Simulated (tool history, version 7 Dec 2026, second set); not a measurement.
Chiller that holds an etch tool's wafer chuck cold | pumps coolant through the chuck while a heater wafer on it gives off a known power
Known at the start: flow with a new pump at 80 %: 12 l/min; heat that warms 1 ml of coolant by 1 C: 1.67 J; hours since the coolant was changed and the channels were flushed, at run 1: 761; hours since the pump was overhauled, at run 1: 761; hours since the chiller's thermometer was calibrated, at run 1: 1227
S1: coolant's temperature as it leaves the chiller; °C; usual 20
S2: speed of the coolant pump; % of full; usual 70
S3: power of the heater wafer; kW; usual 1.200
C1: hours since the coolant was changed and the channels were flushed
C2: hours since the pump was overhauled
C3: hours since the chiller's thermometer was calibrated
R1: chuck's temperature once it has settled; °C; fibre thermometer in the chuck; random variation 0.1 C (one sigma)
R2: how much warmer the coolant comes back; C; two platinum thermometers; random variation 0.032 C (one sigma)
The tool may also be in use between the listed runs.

Run 1, day 0.000: usual settings; C1 761; C2 761; C3 1227. Result: R1 29.4 °C, R2 4.07 C.
Run 2, day 2.400: usual settings; C1 819; C2 819; C3 1285. Result: R1 29.4 °C, R2 4.10 C.
Run 3, day 4.729: usual settings; C1 875; C2 875; C3 1341. Result: R1 29.4 °C, R2 4.06 C.
Run 4, day 6.233: usual settings but S1 29 °C; C1 911; C2 911; C3 1377. Result: R1 38.5 °C, R2 4.13 C.
Run 5, day 8.612: usual settings but S1 29 °C; C1 968; C2 968; C3 1434. Result: R1 38.5 °C, R2 4.12 C.
Run 6, day 11.792: usual settings but S1 29 °C; C1 1044; C2 1044; C3 1510. Result: R1 38.5 °C, R2 4.06 C.
Run 7, day 13.725: usual settings but S1 29 °C; C1 1091; C2 1091; C3 1557. Result: R1 38.5 °C, R2 4.03 C.
Run 8, day 15.800: usual settings but S1 29 °C; C1 1141; C2 1141; C3 1606. Result: R1 38.7 °C, R2 4.08 C.
Run 9, day 18.721: usual settings but S1 29 °C; C1 1211; C2 1211; C3 1677. Result: R1 38.3 °C, R2 4.00 C.
Run 10, day 22.312: usual settings but S1 14 °C; C1 1297; C2 1297; C3 1763. Result: R1 23.6 °C, R2 4.00 C.
Run 11, day 24.300: usual settings but S1 14 °C; C1 1345; C2 1345; C3 1810. Result: R1 23.4 °C, R2 3.98 C.
Run 12, day 27.667: usual settings but S1 14 °C, S3 1.434 kW; C1 1425; C2 1425; C3 1891. Result: R1 25.3 °C, R2 4.79 C.
Run 13, day 30.575: usual settings but S3 0.901 kW; C1 1495; C2 1495; C3 1961. Result: R1 27.0 °C, R2 2.92 C.
Run 14, day 32.725: usual settings but S3 0.901 kW; C1 1547; C2 1547; C3 2013. Result: R1 27.2 °C, R2 2.90 C.
At day 34.492: gauge calibrated.
Run 15, day 34.821: usual settings but S3 0.901 kW; C1 1597; C2 1597; C3 2063. Result: R1 27.2 °C, R2 3.12 C.
Run 16, day 38.033: usual settings but S3 0.901 kW; C1 1674; C2 1674; C3 2140. Result: R1 27.2 °C, R2 3.11 C.
Run 17, day 39.821: usual settings but S2 95 % of full, S3 0.972 kW; C1 1717; C2 1717; C3 2183. Result: R1 26.3 °C, R2 2.38 C.
Run 18, day 42.196: usual settings but S1 11 °C, S2 86 % of full, S3 1.188 kW; C1 1774; C2 1774; C3 2240. Result: R1 19.1 °C, R2 3.24 C.
Run 19, day 44.604: usual settings but S2 68 % of full; C1 1832; C2 1832; C3 2298. Result: R1 29.7 °C, R2 4.15 C.
Run 20, day 47.692: usual settings but S1 19 °C, S2 84 % of full, S3 1.409 kW; C1 1906; C2 1906; C3 2372. Result: R1 28.9 °C, R2 3.97 C.
Run 21, day 50.554: usual settings but S1 19 °C, S2 84 % of full, S3 1.409 kW; C1 1975; C2 1975; C3 2441. Result: R1 28.8 °C, R2 3.90 C.
Run 22, day 53.112: usual settings but S1 27 °C, S2 61 % of full, S3 1.670 kW; C1 2036; C2 2036; C3 2502. Result: R1 41.6 °C, R2 6.45 C.
Run 23, day 56.354: usual settings but S3 0.713 kW; C1 2114; C2 2114; C3 2580. Result: R1 25.5 °C, R2 2.34 C.
Run 24, day 58.288: usual settings but S3 0.842 kW; C1 2160; C2 2160; C3 2626. Result: R1 26.5 °C, R2 2.77 C.
Run 25, day 59.942: usual settings but S1 14 °C, S3 0.842 kW; C1 2200; C2 2200; C3 2666. Result: R1 20.6 °C, R2 2.73 C.
Run 26, day 63.308: usual settings but S1 14 °C, S3 0.842 kW; C1 2281; C2 2281; C3 2747. Result: R1 20.7 °C, R2 2.71 C.
Run 27, day 64.983: usual settings but S1 14 °C, S3 0.842 kW; C1 2321; C2 2321; C3 2787. Result: R1 20.7 °C, R2 2.71 C.
Run 28, day 66.742: usual settings but S1 18 °C, S2 71 % of full, S3 0.842 kW; C1 2363; C2 2363; C3 2829. Result: R1 24.5 °C, R2 2.67 C.
Run 29, day 69.562: usual settings but S1 12 °C, S2 98 % of full, S3 1.428 kW; C1 2431; C2 2431; C3 2897. Result: R1 20.9 °C, R2 3.25 C.
Run 30, day 72.012: usual settings but S1 12 °C, S2 98 % of full, S3 1.428 kW; C1 2490; C2 2490; C3 2956. Result: R1 20.8 °C, R2 3.28 C.
Run 31, day 74.738: usual settings but S1 19 °C, S2 96 % of full, S3 0.644 kW; C1 2555; C2 2555; C3 3021. Result: R1 23.1 °C, R2 1.40 C.

The same runs without the tool's hidden state, with the same run-to-run variation:
The hidden state here: heat passed by the chuck's channels, % of clean ones'; flow at a given pump speed, % of a new pump's; coolant's true temperature over the reading, C; drift of the gauge itself on chuck_c, C; drift of the gauge itself on warmer_back_c, C.
run    R2
  1  4.07
  2  4.11
  3  4.08
  4  4.17
  5  4.16
  6  4.12
  7  4.10
  8  4.16
  9  4.10
 10  4.12
 11  4.12
 12  4.94
 13  3.09
 14  3.08
 15  3.12
 16  3.13
 17  2.41
 18  3.29
 19  4.21
 20  4.04
 21  3.99
 22  6.55
 23  2.45
 24  2.89
 25  2.87
 26  2.87
 27  2.87
 28  2.85
 29  3.44
 30  3.48
 31  1.62
R1: within 0.1 °C of the measured result in every run.

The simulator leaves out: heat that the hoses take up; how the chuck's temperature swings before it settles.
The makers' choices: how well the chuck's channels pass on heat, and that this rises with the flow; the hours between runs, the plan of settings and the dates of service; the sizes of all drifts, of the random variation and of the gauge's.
